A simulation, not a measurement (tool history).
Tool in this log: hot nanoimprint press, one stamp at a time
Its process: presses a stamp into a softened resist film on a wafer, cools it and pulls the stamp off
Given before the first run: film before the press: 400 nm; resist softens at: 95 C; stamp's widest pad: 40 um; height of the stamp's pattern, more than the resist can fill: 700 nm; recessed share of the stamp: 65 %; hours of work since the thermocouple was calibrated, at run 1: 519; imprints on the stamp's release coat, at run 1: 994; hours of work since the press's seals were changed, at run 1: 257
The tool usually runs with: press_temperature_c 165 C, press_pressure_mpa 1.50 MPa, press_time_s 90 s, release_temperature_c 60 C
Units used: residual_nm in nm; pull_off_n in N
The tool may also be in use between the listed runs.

| run | hour | press_temperature_c | press_pressure_mpa | press_time_s | release_temperature_c | hours of work since the thermocouple was calibrated | imprints on the stamp's release coat | hours of work since the press's seals were changed | residual_nm | pull_off_n |
|---|---|---|---|---|---|---|---|---|---|---|
| 1 | 0.0 | 165 | 1.50 | 90 | 60 | 519 | 994 | 257 | 211.0 | 218 |
| 2 | 35.0 | 165 | 1.50 | 90 | 60 | 536 | 1049 | 274 | 211.2 | 220 |
|  | 82.2 | plate thermocouple calibrated |
| 3 | 83.7 | 165 | 1.50 | 154 | 60 | 1 | 1121 | 296 | 186.0 | 234 |
| 4 | 149.7 | 165 | 1.50 | 154 | 60 | 33 | 1225 | 329 | 186.1 | 237 |
| 5 | 205.0 | 165 | 1.50 | 135 | 60 | 60 | 1312 | 356 | 194.2 | 234 |
| 6 | 278.3 | 165 | 1.50 | 135 | 60 | 96 | 1428 | 392 | 194.1 | 245 |
| 7 | 345.8 | 162 | 1.08 | 57 | 48 | 129 | 1534 | 425 | 305.5 | 298 |
| 8 | 407.1 | 172 | 0.99 | 48 | 53 | 159 | 1631 | 455 | 258.3 | 283 |
| 9 | 445.0 | 172 | 1.06 | 146 | 53 | 178 | 1690 | 473 | 177.6 | 274 |
| 10 | 520.3 | 156 | 1.50 | 144 | 55 | 215 | 1809 | 510 | 258.5 | 273 |

5 options for the next run, each taken on its own from the tool as it stands now. Forecast them:
| A | 572.7 | 159 | 1.48 | 169 | 60 | 240 | 1891 | 536 | ? | ? |
| B | 572.7 | 170 | 1.50 | 90 | 60 | 240 | 1891 | 536 | ? | ? |
| C | 572.7 | 156 | 1.57 | 179 | 55 | 240 | 1891 | 536 | ? | ? |
| D | 572.7 | 154 | 1.50 | 49 | 60 | 240 | 1891 | 536 | ? | ? |
| E | 572.7 | 156 | 2.22 | 144 | 55 | 240 | 1891 | 536 | ? | ? |

| run | residual_nm | pull_off_n |
|---|---|---|
| A | 224.3 | 265 |
| B | 187.4 | 270 |
| C | 238.9 | 286 |
| D | 337.4 | 259 |
| E | 218.9 | 285 |
Without the tool's unlogged condition, the same runs would have read:
| run | residual_nm | pull_off_n |
|---|---|---|
| A | 220.8 | 191 |
| B | 184.1 | 195 |
| C | 235.1 | 207 |
| D | 334.9 | 186 |
| E | 213.7 | 206 |
